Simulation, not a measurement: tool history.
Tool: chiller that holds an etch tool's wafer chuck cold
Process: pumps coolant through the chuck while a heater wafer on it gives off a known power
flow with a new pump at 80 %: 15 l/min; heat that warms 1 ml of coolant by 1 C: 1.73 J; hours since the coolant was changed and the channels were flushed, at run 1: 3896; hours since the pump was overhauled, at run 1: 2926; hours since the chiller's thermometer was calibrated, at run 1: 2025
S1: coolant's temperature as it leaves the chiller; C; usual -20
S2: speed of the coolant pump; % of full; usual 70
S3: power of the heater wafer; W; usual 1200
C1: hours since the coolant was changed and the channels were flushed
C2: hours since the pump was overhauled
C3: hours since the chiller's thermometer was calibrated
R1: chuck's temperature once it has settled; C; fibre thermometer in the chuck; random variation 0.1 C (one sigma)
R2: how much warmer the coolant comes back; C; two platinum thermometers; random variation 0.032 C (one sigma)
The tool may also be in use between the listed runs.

run,hour,S1,S2,S3,C1,C2,C3,R1,R2
1,0.0,-20,70,1200,3896,2926,2025,-10.2,3.21
2,182.8,-24,70,1200,4079,3109,2208,-14.3,3.20
3,321.0,-20,62,1200,4217,3247,2346,-9.4,3.65
# hour 498.7: chiller's thermometer calibrated
4,520.3,-20,62,1200,4416,3446,22,-9.6,3.68
5,711.3,-20,62,1200,4607,3636,213,-9.6,3.63
6,879.5,-20,81,1200,4775,3805,381,-11.2,2.70
7,1001.7,-20,89,1200,4897,3927,503,-11.4,2.49
8,1083.5,-20,73,1200,4979,4009,585,-10.5,3.09
9,1203.8,-20,73,1200,5099,4129,705,-10.7,3.13
10,1339.8,-20,73,1200,5235,4265,841,-10.2,3.03
11,1492.3,-20,73,1200,5388,4418,994,-10.4,3.05
12,1684.4,-20,73,1200,5580,4610,1186,-10.5,3.03
13,1822.4,-20,73,1200,5718,4748,1324,-10.5,3.14
14,1971.6,-20,70,1200,5867,4897,1473,-10.2,3.20
# hour 2071.6: coolant changed, channels flushed
15,2085.2,-20,70,1200,14,5004,1580,-10.2,3.24
16,2190.7,-20,70,1200,119,5110,1686,-10.1,3.21
17,2275.9,-19,96,1715,204,5195,1771,-7.4,3.22
18,2464.7,-19,96,1715,393,5384,1960,-7.6,3.23
19,2607.7,-27,64,1694,536,5527,2103,-12.3,5.05
20,2785.7,-27,62,1694,714,5705,2281,-12.1,5.16
21,2951.3,-22,65,1200,880,5870,2447,-11.8,3.47
# hour 3036.5: chiller's thermometer calibrated
22,3097.0,-11,66,1749,1024,6015,61,3.9,5.03
23,3291.2,-28,70,1200,1219,6209,255,-18.2,3.22
24,3447.4,-28,95,1200,1375,6366,411,-19.9,2.32
25,3642.7,-23,71,1697,1570,6561,606,-9.1,4.51
26,3769.0,-23,71,1697,1696,6687,732,-9.4,4.46
27,3891.3,-19,83,1697,1819,6809,855,-6.6,3.76
28,3998.4,-19,83,1697,1926,6917,962,-6.6,3.73
29,4129.3,-20,85,1200,2057,7047,1093,-11.3,2.57
# hour 4188.9: coolant pump overhauled
30,4223.5,-13,81,1075,2146,35,1182,-4.9,2.46
31,4353.3,-20,70,1491,2276,164,1312,-7.9,4.00

How the hidden state differs across the entries between the runs, from the last listed run before each to the first after it:
Between runs 3 and 4: chiller's thermometer calibrated (hour 498.7)
  coolant's true temperature over the reading, C: -0.01 -> 0
Between runs 14 and 15: coolant changed, channels flushed (hour 2071.6)
  heat passed by the chuck's channels, % of clean ones': 99.6 -> 100; coolant's true temperature over the reading, C: 0 -> -0.01
Between runs 21 and 22: chiller's thermometer calibrated (hour 3036.5)
  coolant's true temperature over the reading, C: -0.01 -> 0
Between runs 29 and 30: coolant pump overhauled (hour 4188.9)
  flow at a given pump speed, % of a new pump's: 99.8 -> 100
